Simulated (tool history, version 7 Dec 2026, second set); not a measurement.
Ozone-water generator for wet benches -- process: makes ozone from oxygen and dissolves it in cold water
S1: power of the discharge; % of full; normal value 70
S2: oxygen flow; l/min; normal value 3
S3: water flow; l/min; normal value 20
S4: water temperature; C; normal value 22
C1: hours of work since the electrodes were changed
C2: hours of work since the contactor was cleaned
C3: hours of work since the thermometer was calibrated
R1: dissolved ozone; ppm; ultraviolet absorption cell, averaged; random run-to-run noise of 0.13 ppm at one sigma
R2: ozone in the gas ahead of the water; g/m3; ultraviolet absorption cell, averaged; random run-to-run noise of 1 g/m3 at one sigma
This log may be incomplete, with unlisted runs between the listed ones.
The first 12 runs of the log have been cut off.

Run 13, hour 446.9: usual settings but S4 18 C; C1 1234; C2 2094; C3 38. Result: R1 14.3 ppm, R2 178.1 g/m3.
At hour 462.6: water thermometer calibrated, once more.
Run 14, hour 470.2: usual settings but S3 32 l/min, S4 18 C; C1 1248; C2 2109; C3 5. Result: R1 8.9 ppm, R2 177.8 g/m3.
Run 15, hour 493.9: usual settings but S3 32 l/min, S4 18 C; C1 1263; C2 2124; C3 20. Result: R1 8.7 ppm, R2 175.7 g/m3.
Run 16, hour 532.7: usual settings but S3 32 l/min, S4 18 C; C1 1288; C2 2149; C3 45. Result: R1 8.8 ppm, R2 178.2 g/m3.
Run 17, hour 568.9: usual settings but S3 32 l/min, S4 18 C; C1 1311; C2 2172; C3 68. Result: R1 8.9 ppm, R2 177.5 g/m3.
Run 18, hour 604.6: usual settings but S3 32 l/min, S4 18 C; C1 1334; C2 2195; C3 91. Result: R1 8.7 ppm, R2 178.1 g/m3.
Run 19, hour 633.7: usual settings but S2 3.95 l/min, S3 19 l/min; C1 1353; C2 2213; C3 109. Result: R1 14.7 ppm, R2 153.7 g/m3.
Run 20, hour 672: usual settings but S2 1.75 l/min, S3 15 l/min; C1 1377; C2 2238; C3 134. Result: R1 16.5 ppm, R2 238 g/m3.
Run 21, hour 714: usual settings but S2 1.69 l/min, S3 19 l/min, S4 19 C; C1 1404; C2 2265; C3 160. Result: R1 13.1 ppm, R2 239.9 g/m3.
Run 22, hour 761.4: usual settings but S1 60 % of full; C1 1434; C2 2295; C3 191. Result: R1 12.2 ppm, R2 154 g/m3.
Run 23, hour 782.1: usual settings but S1 60 % of full; C1 1447; C2 2308; C3 204. Result: R1 12.3 ppm, R2 156.3 g/m3.
Run 24, hour 818.6: usual settings but S1 60 % of full; C1 1471; C2 2331; C3 227. Result: R1 12.2 ppm, R2 155.8 g/m3.
Run 25, hour 856.2: usual settings but S2 2.38 l/min; C1 1495; C2 2355; C3 251. Result: R1 13.4 ppm, R2 199.1 g/m3.
Run 26, hour 885.9: usual settings but S2 3.04 l/min; C1 1514; C2 2374; C3 270. Result: R1 13.9 ppm, R2 174.1 g/m3.
Run 27, hour 931.4: usual settings but S1 54 % of full, S2 3.04 l/min, S4 14 C; C1 1543; C2 2403; C3 299. Result: R1 12 ppm, R2 142.3 g/m3.
Run 28, hour 965.4: usual settings but S1 91 % of full; C1 1564; C2 2425; C3 321. Result: R1 16.9 ppm, R2 218.4 g/m3.
Run 29, hour 1010.3: usual settings but S1 91 % of full; C1 1593; C2 2454; C3 350. Result: R1 16.6 ppm, R2 220.3 g/m3.
Run 30, hour 1035.6: usual settings but S1 91 % of full; C1 1609; C2 2470; C3 366. Result: R1 17 ppm, R2 218.9 g/m3.
Run 31, hour 1058.5: usual settings but S3 21 l/min, S4 17 C; C1 1624; C2 2484; C3 380. Result: R1 13.8 ppm, R2 178.6 g/m3.
Run 32, hour 1091.3: usual settings but S2 2.64 l/min, S3 17 l/min, S4 17 C; C1 1645; C2 2505; C3 401. Result: R1 16.5 ppm, R2 188.6 g/m3.
Run 33, hour 1132.8: usual settings but S2 4.06 l/min, S3 14 l/min; C1 1671; C2 2532; C3 428. Result: R1 18.3 ppm, R2 151.2 g/m3.
Run 34, hour 1166.9: usual settings but S4 19 C; C1 1693; C2 2554; C3 449. Result: R1 14.2 ppm, R2 177.5 g/m3.

Below are 3 alternative next runs, each starting from the tool's condition after run 34. Predict each:
Run A, hour 1214.6: usual settings but S2 3.08 l/min, S4 21 C; C1 1723; C2 2584; C3 480. Result: R1 ?, R2 ?.
Run B, hour 1214.6: usual settings but S2 3.26 l/min, S3 26 l/min, S4 21 C; C1 1723; C2 2584; C3 480. Result: R1 ?, R2 ?.
Run C, hour 1214.6: usual settings but S1 78 % of full, S2 1.61 l/min, S4 25 C; C1 1723; C2 2584; C3 480. Result: R1 ?, R2 ?.

run    R1     R2
  A  13.7  174.9
  B  10.8  167.1
  C    13  268.4
Without the tool's unlogged condition, the same runs would have read:
run    R1     R2
  A  14.3  180.2
  B  11.3  172.2
  C  13.5  277.3
